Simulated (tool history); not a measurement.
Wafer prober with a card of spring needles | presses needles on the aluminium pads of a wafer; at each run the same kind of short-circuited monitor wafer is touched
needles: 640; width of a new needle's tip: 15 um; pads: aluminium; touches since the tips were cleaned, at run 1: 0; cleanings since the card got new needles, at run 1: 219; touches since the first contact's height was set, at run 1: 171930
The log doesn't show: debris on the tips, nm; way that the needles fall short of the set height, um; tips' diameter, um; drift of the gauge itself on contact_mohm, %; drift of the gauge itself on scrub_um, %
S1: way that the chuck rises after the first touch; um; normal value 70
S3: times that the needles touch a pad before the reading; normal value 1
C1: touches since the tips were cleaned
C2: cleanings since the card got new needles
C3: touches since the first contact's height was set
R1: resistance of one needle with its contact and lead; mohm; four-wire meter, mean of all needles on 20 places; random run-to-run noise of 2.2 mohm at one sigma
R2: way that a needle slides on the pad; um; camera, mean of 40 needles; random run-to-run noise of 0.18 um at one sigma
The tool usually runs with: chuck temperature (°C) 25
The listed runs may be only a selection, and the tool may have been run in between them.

run 1 hour=0 | S1=70 chuck_temperature_(°C)=25 S3=1 | C1=0 C2=219 C3=171930 | R1=256 R2=16.58
-- hour=3.6 tips cleaned on abrasive film
-- hour=7.3 tips cleaned on abrasive film
-- hour=11 tips cleaned on abrasive film
-- hour=14.6 tips cleaned on abrasive film
-- hour=18.3 tips cleaned on abrasive film
-- hour=21.9 tips cleaned on abrasive film
-- hour=26.4 tips cleaned on abrasive film
-- hour=30.1 tips cleaned on abrasive film
-- hour=33.7 tips cleaned on abrasive film
-- hour=37.4 tips cleaned on abrasive film
-- hour=41 tips cleaned on abrasive film
-- hour=44.7 tips cleaned on abrasive film
-- hour=49.2 tips cleaned on abrasive film
-- hour=53 tips cleaned on abrasive film
run 2 hour=53 | S1=70 chuck_temperature_(°C)=25 S3=1 | C1=0 C2=233 C3=197004 | R1=252 R2=16.17
-- hour=56.7 tips cleaned on abrasive film
-- hour=60.3 tips cleaned on abrasive film
-- hour=64 tips cleaned on abrasive film
-- hour=67.6 tips cleaned on abrasive film
-- hour=71.3 tips cleaned on abrasive film
-- hour=75.8 tips cleaned on abrasive film
-- hour=79.5 tips cleaned on abrasive film
-- hour=83.1 tips cleaned on abrasive film
-- hour=87.7 tips cleaned on abrasive film
-- hour=91.3 tips cleaned on abrasive film
-- hour=95 tips cleaned on abrasive film
run 3 hour=96.4 | S1=70 chuck_temperature_(°C)=25 S3=1 | C1=689 C2=244 C3=217519 | R1=288 R2=15.73
-- hour=99.1 tips cleaned on abrasive film
-- hour=102.8 tips cleaned on abrasive film
-- hour=106.4 tips cleaned on abrasive film
-- hour=111 tips cleaned on abrasive film
-- hour=115.5 tips cleaned on abrasive film
-- hour=119.2 tips cleaned on abrasive film
-- hour=123.7 tips cleaned on abrasive film
-- hour=128.2 tips cleaned on abrasive film
-- hour=131.9 tips cleaned on abrasive film
-- hour=136.4 tips cleaned on abrasive film
-- hour=140.1 tips cleaned on abrasive film
-- hour=144.6 tips cleaned on abrasive film
-- hour=146.7 height of the first contact set anew
-- hour=149.5 tips cleaned on abrasive film
-- hour=153.1 tips cleaned on abrasive film
-- hour=156.8 tips cleaned on abrasive film
run 4 hour=157.7 | S1=66 chuck_temperature_(°C)=25 S3=1 | C1=445 C2=259 C3=5186 | R1=297 R2=13.6
-- hour=160.4 tips cleaned on abrasive film
-- hour=164.1 tips cleaned on abrasive film
-- hour=167.7 tips cleaned on abrasive film
-- hour=171.4 tips cleaned on abrasive film
-- hour=175 tips cleaned on abrasive film
-- hour=178.7 tips cleaned on abrasive film
-- hour=182.3 tips cleaned on abrasive film
-- hour=186.9 tips cleaned on abrasive film
-- hour=191.4 tips cleaned on abrasive film
-- hour=195.1 tips cleaned on abrasive film
-- hour=199.6 tips cleaned on abrasive film
-- hour=204.1 tips cleaned on abrasive film
-- hour=207.8 tips cleaned on abrasive film
run 5 hour=208.1 | S1=66 chuck_temperature_(°C)=25 S3=1 | C1=164 C2=272 C3=29045 | R1=271 R2=13.18
-- hour=211.8 tips cleaned on abrasive film
-- hour=215.4 tips cleaned on abrasive film
-- hour=220 tips cleaned on abrasive film
-- hour=223.6 tips cleaned on abrasive film
-- hour=228.1 tips cleaned on abrasive film
-- hour=232.7 tips cleaned on abrasive film
-- hour=236.3 tips cleaned on abrasive film
-- hour=240.9 tips cleaned on abrasive film
-- hour=245.4 tips cleaned on abrasive film
-- hour=249.1 tips cleaned on abrasive film
-- hour=252.7 tips cleaned on abrasive film
-- hour=256.4 tips cleaned on abrasive film
-- hour=260.9 tips cleaned on abrasive film
-- hour=264.5 tips cleaned on abrasive film
-- hour=269.1 tips cleaned on abrasive film
-- hour=273.6 tips cleaned on abrasive film
run 6 hour=274.4 | S1=66 chuck_temperature_(°C)=25 S3=1 | C1=383 C2=288 C3=60459 | R1=295 R2=12.86
-- hour=278.1 tips cleaned on abrasive film
-- hour=281.7 tips cleaned on abrasive film
-- hour=285.4 tips cleaned on abrasive film
-- hour=289 tips cleaned on abrasive film
-- hour=293.5 tips cleaned on abrasive film
-- hour=297.2 tips cleaned on abrasive film
-- hour=300.8 tips cleaned on abrasive film
-- hour=304.5 tips cleaned on abrasive film
-- hour=308.1 tips cleaned on abrasive film
-- hour=311.8 tips cleaned on abrasive film
-- hour=315.4 tips cleaned on abrasive film
-- hour=320 tips cleaned on abrasive film
-- hour=323.6 tips cleaned on abrasive film
run 7 hour=326.3 | S1=70 chuck_temperature_(°C)=95 S3=1 | C1=1284 C2=301 C3=85017 | R1=364 R2=13.74
-- hour=328.2 tips cleaned on abrasive film
-- hour=331.8 tips cleaned on abrasive film
-- hour=335.5 tips cleaned on abrasive film
-- hour=339.1 tips cleaned on abrasive film
-- hour=343.6 tips cleaned on abrasive film
-- hour=347.3 tips cleaned on abrasive film
-- hour=350.9 tips cleaned on abrasive film
-- hour=354.6 tips cleaned on abrasive film
-- hour=358.2 tips cleaned on abrasive film
-- hour=362.8 tips cleaned on abrasive film
-- hour=367.3 tips cleaned on abrasive film
-- hour=371 tips cleaned on abrasive film
-- hour=374.6 tips cleaned on abrasive film
run 8 hour=374.8 | S1=70 chuck_temperature_(°C)=25 S3=1 | C1=103 C2=314 C3=107961 | R1=273 R2=13.48
-- hour=378.5 tips cleaned on abrasive film
-- hour=382.1 tips cleaned on abrasive film
-- hour=385.8 tips cleaned on abrasive film
-- hour=389.4 tips cleaned on abrasive film
-- hour=393.1 tips cleaned on abrasive film
-- hour=396.7 tips cleaned on abrasive film
-- hour=400.4 tips cleaned on abrasive film
-- hour=404 tips cleaned on abrasive film
-- hour=405.2 height of the first contact set anew, once more
-- hour=408.9 tips cleaned on abrasive film
-- hour=412.5 tips cleaned on abrasive film
-- hour=417.1 tips cleaned on abrasive film
-- hour=420.7 tips cleaned on abrasive film
-- hour=425.2 tips cleaned on abrasive film
-- hour=429.8 tips cleaned on abrasive film
-- hour=433.4 tips cleaned on abrasive film
-- hour=437.1 tips cleaned on abrasive film
run 9 hour=438.6 | S1=70 chuck_temperature_(°C)=25 S3=1 | C1=738 C2=330 C3=15822 | R1=294 R2=18.61
-- hour=441.4 tips cleaned on abrasive film
-- hour=445.9 tips cleaned on abrasive film
-- hour=449.6 tips cleaned on abrasive film
-- hour=453.2 tips cleaned on abrasive film
-- hour=456.9 tips cleaned on abrasive film
-- hour=461.4 tips cleaned on abrasive film
-- hour=465.9 tips cleaned on abrasive film
-- hour=469.6 tips cleaned on abrasive film
run 10 hour=470.3 | S1=70 chuck_temperature_(°C)=117 S3=1 | C1=362 C2=338 C3=30837 | R1=298 R2=18.29
-- hour=474 tips cleaned on abrasive film
-- hour=478.5 tips cleaned on abrasive film
-- hour=482.2 tips cleaned on abrasive film
-- hour=485.8 tips cleaned on abrasive film
-- hour=490.4 tips cleaned on abrasive film
-- hour=494 tips cleaned on abrasive film
-- hour=497.7 tips cleaned on abrasive film
-- hour=501.3 tips cleaned on abrasive film
-- hour=505 tips cleaned on abrasive film
run 11 hour=508.1 | S1=54 chuck_temperature_(°C)=51 S3=1 | C1=1507 C2=347 C3=48722 | R1=389 R2=13.77
-- hour=509.1 tips cleaned on abrasive film
-- hour=512.7 tips cleaned on abrasive film
-- hour=516.3 tips cleaned on abrasive film
-- hour=520 tips cleaned on abrasive film
-- hour=523.7 tips cleaned on abrasive film
-- hour=528.2 tips cleaned on abrasive film
-- hour=531.8 tips cleaned on abrasive film
-- hour=536.4 tips cleaned on abrasive film
-- hour=540.4 tips cleaned on abrasive film
run 12 hour=540.4 | S1=88 chuck_temperature_(°C)=25 S3=1 | C1=0 C2=356 C3=64004 | R1=250 R2=23.02
-- hour=544.1 tips cleaned on abrasive film
-- hour=548.6 tips cleaned on abrasive film
-- hour=553.2 tips cleaned on abrasive film
-- hour=557.7 tips cleaned on abrasive film
-- hour=562.2 tips cleaned on abrasive film
-- hour=565.9 tips cleaned on abrasive film
-- hour=569.5 tips cleaned on abrasive film
-- hour=574.1 tips cleaned on abrasive film
-- hour=577.7 tips cleaned on abrasive film
run 13 hour=577.7 | S1=88 chuck_temperature_(°C)=25 S3=1 | C1=11 C2=365 C3=81685 | R1=254 R2=22.67
-- hour=582.3 tips cleaned on abrasive film
-- hour=585.9 tips cleaned on abrasive film
-- hour=589.6 tips cleaned on abrasive film
-- hour=593.2 tips cleaned on abrasive film
-- hour=596.9 tips cleaned on abrasive film
-- hour=600.5 tips cleaned on abrasive film
-- hour=604.2 tips cleaned on abrasive film
-- hour=607.8 tips cleaned on abrasive film
-- hour=611.5 tips cleaned on abrasive film
-- hour=615.1 tips cleaned on abrasive film
-- hour=618.8 tips cleaned on abrasive film
run 14 hour=620.1 | S1=70 chuck_temperature_(°C)=41 S3=1 | C1=668 C2=376 C3=101735 | R1=298 R2=17.58
-- hour=622.9 tips cleaned on abrasive film
-- hour=626.5 tips cleaned on abrasive film
-- hour=630.2 tips cleaned on abrasive film
-- hour=633.8 tips cleaned on abrasive film
-- hour=637.5 tips cleaned on abrasive film
-- hour=641.1 tips cleaned on abrasive film
-- hour=644.8 tips cleaned on abrasive film
-- hour=648.4 tips cleaned on abrasive film
-- hour=652.2 tips cleaned on abrasive film
run 15 hour=652.2 | S1=62 chuck_temperature_(°C)=64 S3=2 | C1=0 C2=385 C3=116853 | R1=264 R2=14.99

Alternative continuations, all from the tool just after run 15; predict every row:
-- hour=656.7 tips cleaned on abrasive film
-- hour=660.3 tips cleaned on abrasive film
-- hour=664 tips cleaned on abrasive film
-- hour=668.5 tips cleaned on abrasive film
-- hour=673.1 tips cleaned on abrasive film
-- hour=676.7 tips cleaned on abrasive film
-- hour=681.3 tips cleaned on abrasive film
-- hour=685.8 tips cleaned on abrasive film
-- hour=689.4 tips cleaned on abrasive film
run A hour=692.1 | S1=70 chuck_temperature_(°C)=104 S3=1 | C1=1268 C2=394 C3=135785 | R1=? R2=?
-- hour=656.7 tips cleaned on abrasive film
-- hour=660.3 tips cleaned on abrasive film
-- hour=664 tips cleaned on abrasive film
-- hour=668.5 tips cleaned on abrasive film
-- hour=673.1 tips cleaned on abrasive film
-- hour=676.7 tips cleaned on abrasive film
-- hour=681.3 tips cleaned on abrasive film
-- hour=685.8 tips cleaned on abrasive film
-- hour=689.4 tips cleaned on abrasive film
run B hour=692.1 | S1=52 chuck_temperature_(°C)=69 S3=2 | C1=1268 C2=394 C3=135785 | R1=? R2=?
-- hour=656.7 tips cleaned on abrasive film
-- hour=660.3 tips cleaned on abrasive film
-- hour=664 tips cleaned on abrasive film
-- hour=668.5 tips cleaned on abrasive film
-- hour=673.1 tips cleaned on abrasive film
-- hour=676.7 tips cleaned on abrasive film
-- hour=681.3 tips cleaned on abrasive film
-- hour=685.8 tips cleaned on abrasive film
-- hour=689.4 tips cleaned on abrasive film
run C hour=692.1 | S1=70 chuck_temperature_(°C)=28 S3=1 | C1=1268 C2=394 C3=135785 | R1=? R2=?
-- hour=656.7 tips cleaned on abrasive film
-- hour=660.3 tips cleaned on abrasive film
-- hour=664 tips cleaned on abrasive film
-- hour=668.5 tips cleaned on abrasive film
-- hour=673.1 tips cleaned on abrasive film
-- hour=676.7 tips cleaned on abrasive film
-- hour=681.3 tips cleaned on abrasive film
-- hour=685.8 tips cleaned on abrasive film
-- hour=689.4 tips cleaned on abrasive film
run D hour=692.1 | S1=75 chuck_temperature_(°C)=82 S3=2 | C1=1268 C2=394 C3=135785 | R1=? R2=?

run=A R1=346 R2=16.91
run=B R1=358 R2=12.09
run=C R1=332 R2=16.84
run=D R1=303 R2=18.27
With the hidden condition removed and each run's random variation left untouched, the same runs would have given:
run=A R1=267 R2=18.74
run=B R1=261 R2=13.94
run=C R1=245 R2=18.66
run=D R1=258 R2=20.1

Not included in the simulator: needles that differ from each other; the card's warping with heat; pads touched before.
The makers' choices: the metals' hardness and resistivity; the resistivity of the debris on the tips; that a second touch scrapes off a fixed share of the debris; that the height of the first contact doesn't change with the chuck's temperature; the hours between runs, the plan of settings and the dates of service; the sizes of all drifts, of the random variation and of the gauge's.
